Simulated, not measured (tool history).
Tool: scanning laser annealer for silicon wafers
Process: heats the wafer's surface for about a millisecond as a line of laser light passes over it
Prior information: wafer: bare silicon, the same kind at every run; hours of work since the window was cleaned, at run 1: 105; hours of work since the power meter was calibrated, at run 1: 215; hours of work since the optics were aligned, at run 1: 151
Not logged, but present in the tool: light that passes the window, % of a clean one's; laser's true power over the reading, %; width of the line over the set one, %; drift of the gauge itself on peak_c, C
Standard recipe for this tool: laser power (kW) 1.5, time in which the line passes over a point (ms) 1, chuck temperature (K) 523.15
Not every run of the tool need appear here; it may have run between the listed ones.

run	day	laser power (kW)	time in which the line passes over a point (ms)	chuck temperature (K)	hours of work since the window was cleaned	hours of work since the power meter was calibrated	hours of work since the optics were aligned	highest temperature of the surface (K)
1	0	1.5	1	523.15	105	215	151	1334.15
2	0.529	1.5	1	562.15	111	222	157	1374.15
3	1.096	1.5	0.83	562.15	119	229	165	1295.15
4	1.558	1.5	1	523.15	125	235	171	1336.15
5	1.938	1.5	1	523.15	129	240	176	1334.15
6	2.425	1.5	0.74	523.15	136	246	182	1211.15
7	2.754	1.534	1	523.15	140	250	186	1357.15
8	3.271	1.534	1	523.15	147	257	193	1357.15
9	3.688	1.534	1	523.15	152	262	198	1352.15
10	4.088	1.534	1	523.15	157	267	203	1358.15
11	4.442	1.392	0.72	487.15	162	272	208	1102.15
12	4.812	1.515	1.11	487.15	166	277	213	1354.15
13	5.154	1.515	0.88	514.15	171	281	217	1280.15
14	5.592	1.515	0.88	514.15	176	287	223	1277.15
15	5.829	1.515	1.24	508.15	179	290	226	1431.15
16	6.371	1.439	0.78	563.15	186	297	233	1235.15
17	6.788	1.439	0.78	563.15	192	302	238	1233.15
18	7.104	1.439	0.78	563.15	196	306	242	1229.15
19	7.65	1.353	1.21	487.15	203	313	249	1280.15

Below are 3 alternative next runs, each starting from the tool's condition after run 19. Predict each:
A	8.075	1.51	1.03	534.15	208	319	254	?
B	8.075	1.513	1	523.15	208	319	254	?
C	8.075	1.34	0.86	490.15	208	319	254	?

run	highest temperature of the surface (K)
A	1362.15
B	1341.15
C	1136.15
Take away the tool's hidden state, keep each run's random variation, and the runs would have read:
run	highest temperature of the surface (K)
A	1375.15
B	1354.15
C	1146.15

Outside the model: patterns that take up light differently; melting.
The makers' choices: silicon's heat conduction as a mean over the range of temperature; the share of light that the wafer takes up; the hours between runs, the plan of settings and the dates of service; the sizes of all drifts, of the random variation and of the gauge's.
